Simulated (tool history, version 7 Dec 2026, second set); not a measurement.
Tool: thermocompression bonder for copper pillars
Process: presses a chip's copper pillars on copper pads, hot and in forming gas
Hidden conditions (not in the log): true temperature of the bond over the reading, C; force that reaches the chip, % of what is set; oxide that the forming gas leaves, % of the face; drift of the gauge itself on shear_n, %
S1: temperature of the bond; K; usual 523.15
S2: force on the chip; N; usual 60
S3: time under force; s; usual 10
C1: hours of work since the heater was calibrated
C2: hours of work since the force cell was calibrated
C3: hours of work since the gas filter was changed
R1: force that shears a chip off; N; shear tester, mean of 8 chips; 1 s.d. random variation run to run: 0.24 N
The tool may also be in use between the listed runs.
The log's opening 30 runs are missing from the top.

| run | hour | S1 | S2 | S3 | C1 | C2 | C3 | R1 |
|---|---|---|---|---|---|---|---|---|
| 31 | 335.7 | 532.15 | 76 | 11 | 862 | 504 | 109 | 51.9 |
| 32 | 347.8 | 532.15 | 76 | 11 | 869 | 511 | 116 | 51.7 |
| 33 | 361.8 | 532.15 | 76 | 17 | 876 | 518 | 124 | 59 |
| 34 | 376.5 | 535.15 | 61 | 6 | 884 | 526 | 132 | 37.2 |
| 35 | 384.3 | 523.15 | 36 | 13 | 889 | 530 | 136 | 26.8 |
| 36 | 391.6 | 500.15 | 60 | 29 | 893 | 534 | 140 | 39 |
| 37 | 403.5 | 521.15 | 74 | 5 | 899 | 541 | 146 | 32.7 |
| 38 | 416.3 | 523.15 | 70 | 14 | 906 | 548 | 153 | 47.5 |
| 39 | 429.7 | 523.15 | 70 | 14 | 913 | 555 | 161 | 47.4 |

Branching from run 39: 4 alternative next runs. What would each branch give?
| A | 436.1 | 520.15 | 45 | 10 | 917 | 559 | 164 | ? |
| B | 436.1 | 535.15 | 60 | 10 | 917 | 559 | 164 | ? |
| C | 436.1 | 533.15 | 86 | 10 | 917 | 559 | 164 | ? |
| D | 436.1 | 501.15 | 62 | 10 | 917 | 559 | 164 | ? |

| run | R1 |
|---|---|
| A | 27.5 |
| B | 44.1 |
| C | 55.2 |
| D | 26.8 |
Stripped of hidden state, with their random variation kept, the same runs would have yielded:
| run | R1 |
|---|---|
| A | 27.5 |
| B | 44.1 |
| C | 55.1 |
| D | 26.7 |

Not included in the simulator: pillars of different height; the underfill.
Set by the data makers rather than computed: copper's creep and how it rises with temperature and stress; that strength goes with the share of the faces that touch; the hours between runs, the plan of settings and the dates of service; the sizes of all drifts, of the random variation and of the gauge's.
